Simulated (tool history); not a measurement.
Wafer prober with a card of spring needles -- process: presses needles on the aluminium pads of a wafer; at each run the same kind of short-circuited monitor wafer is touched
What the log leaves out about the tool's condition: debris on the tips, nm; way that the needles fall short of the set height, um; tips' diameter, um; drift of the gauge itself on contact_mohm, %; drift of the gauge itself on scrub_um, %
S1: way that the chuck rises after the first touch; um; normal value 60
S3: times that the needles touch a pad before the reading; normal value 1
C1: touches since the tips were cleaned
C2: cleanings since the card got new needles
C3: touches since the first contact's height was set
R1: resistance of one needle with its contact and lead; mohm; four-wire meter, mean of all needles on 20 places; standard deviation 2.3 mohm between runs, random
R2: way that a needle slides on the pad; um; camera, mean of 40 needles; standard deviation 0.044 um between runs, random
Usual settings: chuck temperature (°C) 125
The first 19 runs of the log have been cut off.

-- hour=208.1 tips cleaned on abrasive film
run 20 hour=214.2 | S1=57 chuck_temperature_(°C)=35 S3=2 | C1=3421 C2=42 C3=181291 | R1=280 R2=6.57
-- hour=223.0 tips cleaned on abrasive film
run 21 hour=224.8 | S1=64 chuck_temperature_(°C)=59 S3=2 | C1=990 C2=43 C3=187147 | R1=258 R2=7.36
run 22 hour=235.5 | S1=64 chuck_temperature_(°C)=59 S3=2 | C1=7048 C2=43 C3=193205 | R1=284 R2=7.44
-- hour=237.5 height of the first contact set anew
-- hour=238.4 tips cleaned on abrasive film
run 23 hour=249.6 | S1=45 chuck_temperature_(°C)=111 S3=2 | C1=6297 C2=44 C3=6756 | R1=320 R2=5.41
-- hour=253.8 tips cleaned on abrasive film
run 24 hour=258.8 | S1=45 chuck_temperature_(°C)=111 S3=2 | C1=2761 C2=45 C3=11841 | R1=304 R2=5.41
-- hour=268.6 tips cleaned on abrasive film
run 25 hour=270.0 | S1=45 chuck_temperature_(°C)=111 S3=2 | C1=753 C2=46 C3=18087 | R1=287 R2=5.46
run 26 hour=280.3 | S1=45 chuck_temperature_(°C)=111 S3=2 | C1=6549 C2=46 C3=23883 | R1=317 R2=5.36
-- hour=283.6 tips cleaned on abrasive film
run 27 hour=291.5 | S1=60 chuck_temperature_(°C)=70 S3=1 | C1=4446 C2=47 C3=30100 | R1=309 R2=7.22
-- hour=298.2 tips cleaned on abrasive film
run 28 hour=300.4 | S1=60 chuck_temperature_(°C)=70 S3=1 | C1=1200 C2=48 C3=35032 | R1=286 R2=7.18
-- hour=313.2 tips cleaned on abrasive film
run 29 hour=313.2 | S1=59 chuck_temperature_(°C)=70 S3=3 | C1=0 C2=49 C3=42149 | R1=246 R2=7.13
run 30 hour=324.8 | S1=59 chuck_temperature_(°C)=70 S3=3 | C1=6546 C2=49 C3=48695 | R1=269 R2=7.09
-- hour=328.1 tips cleaned on abrasive film
run 31 hour=335.6 | S1=45 chuck_temperature_(°C)=125 S3=3 | C1=4186 C2=50 C3=54672 | R1=297 R2=5.31
-- hour=342.7 tips cleaned on abrasive film
run 32 hour=344.4 | S1=58 chuck_temperature_(°C)=56 S3=1 | C1=907 C2=51 C3=59542 | R1=273 R2=6.92
-- hour=357.5 tips cleaned on abrasive film
run 33 hour=358.7 | S1=58 chuck_temperature_(°C)=56 S3=1 | C1=681 C2=52 C3=67527 | R1=266 R2=6.86

Forecast each of these 4 alternatives for the next run:
run A hour=367.9 | S1=70 chuck_temperature_(°C)=99 S3=2 | C1=5834 C2=52 C3=72680 | R1=? R2=?
run B hour=367.9 | S1=49 chuck_temperature_(°C)=58 S3=1 | C1=5834 C2=52 C3=72680 | R1=? R2=?
run C hour=367.9 | S1=60 chuck_temperature_(°C)=87 S3=2 | C1=5834 C2=52 C3=72680 | R1=? R2=?
run D hour=367.9 | S1=58 chuck_temperature_(°C)=83 S3=1 | C1=5834 C2=52 C3=72680 | R1=? R2=?

run=A R1=282 R2=8.38
run=B R1=337 R2=5.81
run=C R1=287 R2=7.13
run=D R1=318 R2=6.84
Had the tool no hidden state, the same runs would have come out as:
run=A R1=253 R2=8.50
run=B R1=244 R2=5.93
run=C R1=248 R2=7.25
run=D R1=250 R2=6.96
